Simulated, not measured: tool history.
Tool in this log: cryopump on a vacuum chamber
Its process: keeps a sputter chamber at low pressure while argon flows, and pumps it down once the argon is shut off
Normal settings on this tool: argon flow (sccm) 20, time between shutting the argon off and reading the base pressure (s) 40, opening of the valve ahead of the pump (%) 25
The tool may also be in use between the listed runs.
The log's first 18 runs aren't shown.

run    hour  argon flow (sccm)  time between shutting the argon off and reading the base pressure (s)  opening of the valve ahead of the pump (%)  pressure while argon flows (Pa)  pressure after the wait (uPa)
 19   873.1                 40                                                                     40                                          48                           0.0687                           0.91
 20   937.6                 40                                                                     40                                          37                           0.0879                           0.92
 21  1001.4                 40                                                                     40                                          37                           0.0878                           0.97
 22  1057.1                 23                                                                     26                                          40                           0.0483                           1.26
 23  1102.4                 23                                                                     26                                          40                           0.0476                           1.24
 24    1144                 23                                                                     92                                          58                           0.0343                           0.77
 25  1196.9                 14                                                                     23                                          42                           0.0289                           1.37
 26  1237.9                 29                                                                     72                                          25                           0.0924                           0.82
 27    1271                 29                                                                     72                                          43                           0.0562                           0.84
 28  1314.1                 17                                                                     40                                          34                           0.0419                           1.15
 29    1344                 30                                                                     40                                          17                            0.138                           1.12
 30  1388.2                 14                                                                     76                                          56                           0.0236                           0.89
 31  1441.1                 17                                                                     76                                          18                           0.0751                           0.89

Expected results for the next run?
 32  1495.1                 17                                                                    103                                          16                                ?                              ?

Run 32 gave pressure while argon flows (Pa) 0.084, pressure after the wait (uPa) 0.83.
With no hidden state in the tool, this same run would have given pressure while argon flows (Pa) 0.0787, pressure after the wait (uPa) 0.29.

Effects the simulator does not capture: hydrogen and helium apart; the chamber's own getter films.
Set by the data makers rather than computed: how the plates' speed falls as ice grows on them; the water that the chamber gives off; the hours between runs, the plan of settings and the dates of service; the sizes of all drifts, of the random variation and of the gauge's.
